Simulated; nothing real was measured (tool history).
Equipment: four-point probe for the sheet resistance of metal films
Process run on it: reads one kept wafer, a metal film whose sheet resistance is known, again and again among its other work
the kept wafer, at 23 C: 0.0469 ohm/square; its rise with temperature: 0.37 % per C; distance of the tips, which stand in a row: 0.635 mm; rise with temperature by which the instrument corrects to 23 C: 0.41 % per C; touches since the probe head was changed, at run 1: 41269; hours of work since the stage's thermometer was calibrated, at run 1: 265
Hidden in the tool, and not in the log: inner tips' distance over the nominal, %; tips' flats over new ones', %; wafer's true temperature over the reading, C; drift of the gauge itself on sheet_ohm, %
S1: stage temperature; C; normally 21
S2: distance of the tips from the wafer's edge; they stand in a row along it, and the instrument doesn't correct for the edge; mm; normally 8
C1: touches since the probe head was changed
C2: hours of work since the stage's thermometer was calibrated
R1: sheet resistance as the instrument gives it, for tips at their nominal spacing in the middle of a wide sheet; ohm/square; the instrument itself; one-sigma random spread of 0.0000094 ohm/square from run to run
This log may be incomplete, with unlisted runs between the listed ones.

Run 1, hour 0.0: usual settings; C1 41269; C2 265. Result: R1 0.047001 ohm/square.
Run 2, hour 8.5: usual settings; C1 41464; C2 270. Result: R1 0.046996 ohm/square.
Run 3, hour 21.3: usual settings; C1 41760; C2 277. Result: R1 0.046998 ohm/square.
Run 4, hour 30.2: usual settings; C1 41964; C2 281. Result: R1 0.046995 ohm/square.
Run 5, hour 44.0: usual settings but S1 27 C; C1 42282; C2 289. Result: R1 0.046865 ohm/square.
Run 6, hour 54.9: usual settings but S1 28 C; C1 42533; C2 294. Result: R1 0.046849 ohm/square.
Run 7, hour 66.2: usual settings but S1 28 C, S2 58 mm; C1 42792; C2 300. Result: R1 0.046702 ohm/square.
Run 8, hour 78.0: usual settings but S1 28 C, S2 58 mm; C1 43064; C2 306. Result: R1 0.046701 ohm/square.
Run 9, hour 92.9: usual settings; C1 43407; C2 314. Result: R1 0.046985 ohm/square.
Run 10, hour 103.4: usual settings; C1 43649; C2 320. Result: R1 0.046989 ohm/square.
Run 11, hour 116.5: usual settings; C1 43950; C2 327. Result: R1 0.046974 ohm/square.
Run 12, hour 123.4: usual settings; C1 44110; C2 330. Result: R1 0.046980 ohm/square.
Run 13, hour 131.6: usual settings; C1 44299; C2 334. Result: R1 0.046979 ohm/square.
Run 14, hour 146.4: usual settings; C1 44638; C2 342. Result: R1 0.046982 ohm/square.
Run 15, hour 154.6: usual settings; C1 44829; C2 347. Result: R1 0.046977 ohm/square.
Run 16, hour 169.5: usual settings but S1 20 C; C1 45170; C2 354. Result: R1 0.046994 ohm/square.
Run 17, hour 183.9: usual settings but S1 33 C; C1 45502; C2 362. Result: R1 0.046717 ohm/square.
Run 18, hour 198.4: usual settings but S1 33 C; C1 45835; C2 370. Result: R1 0.046727 ohm/square.
Run 19, hour 205.1: usual settings; C1 45990; C2 373. Result: R1 0.046972 ohm/square.
Run 20, hour 217.0: usual settings; C1 46265; C2 379. Result: R1 0.046969 ohm/square.
Run 21, hour 223.5: usual settings; C1 46413; C2 383. Result: R1 0.046979 ohm/square.
Run 22, hour 237.6: usual settings; C1 46738; C2 390. Result: R1 0.046980 ohm/square.
Run 23, hour 250.7: usual settings but S1 29 C; C1 47039; C2 397. Result: R1 0.046806 ohm/square.
Run 24, hour 265.1: usual settings but S1 22 C, S2 20 mm; C1 47370; C2 404. Result: R1 0.046806 ohm/square.
Run 25, hour 272.2: usual settings but S1 22 C, S2 17 mm; C1 47534; C2 408. Result: R1 0.046820 ohm/square.
Run 26, hour 280.9: usual settings but S1 31 C, S2 3 mm; C1 47735; C2 413. Result: R1 0.047696 ohm/square.
Run 27, hour 290.1: usual settings but S1 18 C, S2 11 mm; C1 47947; C2 418. Result: R1 0.046952 ohm/square.
Run 28, hour 300.6: usual settings but S1 18 C, S2 11 mm; C1 48187; C2 423. Result: R1 0.046958 ohm/square.
Run 29, hour 307.5: usual settings but S1 27 C, S2 54 mm; C1 48347; C2 427. Result: R1 0.046690 ohm/square.
Run 30, hour 318.3: usual settings but S1 27 C, S2 54 mm; C1 48596; C2 432. Result: R1 0.046678 ohm/square.
Run 31, hour 329.7: usual settings but S1 27 C, S2 54 mm; C1 48858; C2 438. Result: R1 0.046668 ohm/square.
Run 32, hour 337.6: usual settings but S1 20 C, S2 22 mm; C1 49040; C2 443. Result: R1 0.046840 ohm/square.
Run 33, hour 348.4: usual settings but S1 25 C; C1 49288; C2 448. Result: R1 0.046874 ohm/square.
Run 34, hour 358.1: usual settings but S2 30 mm; C1 49512; C2 453. Result: R1 0.046790 ohm/square.
Run 35, hour 371.3: usual settings but S1 22 C, S2 70 mm; C1 49815; C2 460. Result: R1 0.046784 ohm/square.
Run 36, hour 380.5: usual settings but S1 22 C, S2 41 mm; C1 50026; C2 465. Result: R1 0.046791 ohm/square.
Run 37, hour 389.2: usual settings but S1 32 C, S2 41 mm; C1 50227; C2 470. Result: R1 0.046581 ohm/square.
Run 38, hour 401.0: usual settings but S1 32 C, S2 41 mm; C1 50498; C2 476. Result: R1 0.046573 ohm/square.
Run 39, hour 414.5: usual settings but S1 19 C, S2 3 mm; C1 50810; C2 483. Result: R1 0.047939 ohm/square.
Run 40, hour 423.6: usual settings but S1 28 C; C1 51020; C2 488. Result: R1 0.046798 ohm/square.
Run 41, hour 437.6: usual settings but S1 28 C; C1 51342; C2 495. Result: R1 0.046781 ohm/square.
Run 42, hour 447.4: usual settings but S1 28 C; C1 51567; C2 500. Result: R1 0.046783 ohm/square.
Run 43, hour 456.0: usual settings but S1 30 C, S2 45 mm; C1 51766; C2 505. Result: R1 0.046601 ohm/square.
Run 44, hour 468.9: usual settings but S1 30 C, S2 45 mm; C1 52062; C2 511. Result: R1 0.046612 ohm/square.
Run 45, hour 481.7: usual settings but S2 50 mm; C1 52357; C2 518. Result: R1 0.046778 ohm/square.
Run 46, hour 495.9: usual settings but S1 19 C, S2 26 mm; C1 52683; C2 526. Result: R1 0.046843 ohm/square.

Pick out some run-to-run changes in R1. Of each, how much would a tool without hidden state show as well, from the settings, what came in and chance, and how much is left for the hidden state and any gauge scatter not in both results compared?
Run 8 -> 9: S1 28 -> 21, S2 58 -> 8. R1 +0.000284 ohm/square: hidden state -0.000003, all else +0.000287.
Run 10 -> 11: nothing adjusted, nothing logged. R1 -0.000015 ohm/square: hidden state -0.000003, all else -0.000012.
Run 25 -> 26: S1 22 -> 31, S2 17 -> 3. R1 +0.000876 ohm/square: hidden state -0.000003, all else +0.000879.
Run 38 -> 39: S1 32 -> 19, S2 41 -> 3. R1 +0.001366 ohm/square: hidden state -0.000006, all else +0.001372.
Run 39 -> 40: S1 19 -> 28, S2 3 -> 8. R1 -0.001141 ohm/square: hidden state +0.000002, all else -0.001143.
